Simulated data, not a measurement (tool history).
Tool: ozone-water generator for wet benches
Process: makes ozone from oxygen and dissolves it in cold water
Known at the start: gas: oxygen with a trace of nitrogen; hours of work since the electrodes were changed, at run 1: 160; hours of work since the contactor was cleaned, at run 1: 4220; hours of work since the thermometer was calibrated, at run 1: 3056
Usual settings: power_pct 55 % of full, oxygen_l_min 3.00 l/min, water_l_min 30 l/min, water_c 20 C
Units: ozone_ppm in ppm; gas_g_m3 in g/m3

| run | hour | power_pct | oxygen_l_min | water_l_min | water_c | hours of work since the electrodes were changed | hours of work since the contactor was cleaned | hours of work since the thermometer was calibrated | ozone_ppm | gas_g_m3 |
|---|---|---|---|---|---|---|---|---|---|---|
| 1 | 0.0 | 55 | 3.00 | 30 | 20 | 160 | 4220 | 3056 | 8.9 | 158.9 |
| 2 | 33.7 | 53 | 3.00 | 30 | 20 | 193 | 4254 | 3090 | 8.4 | 155.3 |
| 3 | 56.8 | 53 | 3.00 | 47 | 20 | 216 | 4277 | 3113 | 5.5 | 155.5 |
| 4 | 74.7 | 55 | 3.00 | 28 | 20 | 234 | 4295 | 3131 | 9.4 | 160.9 |
| 5 | 102.9 | 55 | 3.00 | 28 | 20 | 262 | 4323 | 3159 | 9.5 | 159.6 |
| 6 | 133.9 | 55 | 3.00 | 20 | 20 | 293 | 4354 | 3190 | 12.7 | 159.8 |
| 7 | 159.9 | 55 | 3.00 | 20 | 20 | 319 | 4380 | 3216 | 12.9 | 160.3 |
| 8 | 180.6 | 55 | 3.00 | 20 | 20 | 340 | 4400 | 3236 | 12.8 | 159.0 |
| 9 | 213.6 | 84 | 3.97 | 41 | 24 | 373 | 4433 | 3269 | 8.9 | 185.0 |
| 10 | 228.1 | 91 | 3.00 | 36 | 17 | 387 | 4448 | 3284 | 10.8 | 231.1 |
| 11 | 260.2 | 91 | 4.58 | 33 | 17 | 419 | 4480 | 3316 | 12.4 | 177.7 |
| 12 | 286.1 | 40 | 4.58 | 33 | 15 | 445 | 4505 | 3341 | 6.9 | 97.4 |
| 13 | 314.4 | 61 | 3.00 | 20 | 20 | 473 | 4534 | 3370 | 13.7 | 171.8 |

5 ways to go on from here, each from the tool as it stands after run 13. What would each give?
| A | 347.3 | 55 | 1.84 | 21 | 27 | 506 | 4566 | 3402 | ? | ? |
| B | 347.3 | 94 | 5.26 | 20 | 27 | 506 | 4566 | 3402 | ? | ? |
| C | 347.3 | 61 | 1.62 | 20 | 18 | 506 | 4566 | 3402 | ? | ? |
| D | 347.3 | 61 | 3.15 | 19 | 20 | 506 | 4566 | 3402 | ? | ? |
| E | 347.3 | 55 | 3.00 | 30 | 12 | 506 | 4566 | 3402 | ? | ? |

| run | ozone_ppm | gas_g_m3 |
|---|---|---|
| A | 10.9 | 214.4 |
| B | 17.1 | 170.2 |
| C | 12.8 | 249.2 |
| D | 14.4 | 168.5 |
| E | 9.3 | 160.2 |
Without the tool's hidden state the same runs would have given:
| run | ozone_ppm | gas_g_m3 |
|---|---|---|
| A | 10.9 | 214.4 |
| B | 17.1 | 170.2 |
| C | 12.8 | 249.2 |
| D | 14.4 | 168.5 |
| E | 9.3 | 160.3 |

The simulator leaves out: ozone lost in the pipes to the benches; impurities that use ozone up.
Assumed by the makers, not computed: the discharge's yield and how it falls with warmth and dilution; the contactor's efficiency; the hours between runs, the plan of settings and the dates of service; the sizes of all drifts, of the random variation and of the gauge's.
